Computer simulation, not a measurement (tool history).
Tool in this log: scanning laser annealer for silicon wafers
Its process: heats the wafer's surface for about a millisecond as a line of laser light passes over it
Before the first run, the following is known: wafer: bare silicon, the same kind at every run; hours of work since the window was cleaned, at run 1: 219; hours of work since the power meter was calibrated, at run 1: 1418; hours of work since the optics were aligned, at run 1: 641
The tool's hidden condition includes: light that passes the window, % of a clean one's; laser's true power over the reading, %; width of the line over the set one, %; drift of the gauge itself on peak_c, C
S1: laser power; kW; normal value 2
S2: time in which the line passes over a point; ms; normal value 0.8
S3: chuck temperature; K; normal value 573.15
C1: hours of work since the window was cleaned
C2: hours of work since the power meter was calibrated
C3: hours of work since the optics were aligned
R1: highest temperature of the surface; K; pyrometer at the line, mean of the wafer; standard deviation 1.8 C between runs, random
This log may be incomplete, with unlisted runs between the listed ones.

run,hour,S1,S2,S3,C1,C2,C3,R1
1,0,2,0.8,573.15,219,1418,641,1247.15
2,29.3,2,0.8,573.15,240,1438,662,1244.15
3,85.7,2,0.8,569.15,279,1477,701,1233.15
4,147.7,2,0.8,569.15,322,1520,744,1231.15
5,210.5,2,0.8,569.15,366,1564,787,1231.15
6,273.7,2,0.8,569.15,409,1608,831,1225.15
7,323,2,0.8,545.15,444,1642,865,1197.15
8,356.2,2,0.635,604.15,467,1665,889,1180.15
# hour 370.8: window over the wafer cleaned
9,427.4,2.161,0.891,583.15,39,1713,937,1377.15
# hour 487.9: optics aligned, line set to its width
10,487.9,2.1,0.768,599.15,78,1751,0,1319.15
11,554.5,1.943,0.769,573.15,124,1798,46,1230.15
12,594.8,1.729,0.631,560.15,152,1826,74,1077.15
13,659.4,2.05,0.8,587.15,197,1870,119,1291.15
14,705,2.013,0.651,583.15,228,1902,151,1199.15

5 options for the next run, each taken on its own from the tool as it stands now. Forecast them:
A,737.8,2,0.75,573.15,251,1925,173,?
B,737.8,2.058,0.893,536.15,251,1925,173,?
C,737.8,2,0.888,573.15,251,1925,173,?
D,737.8,2.056,0.782,581.15,251,1925,173,?
E,737.8,1.727,0.8,573.15,251,1925,173,?

run,R1
A,1231.15
B,1277.15
C,1288.15
D,1276.15
E,1149.15
Without the tool's unlogged condition, the same runs would have read:
run,R1
A,1264.15
B,1315.15
C,1324.15
D,1311.15
E,1178.15
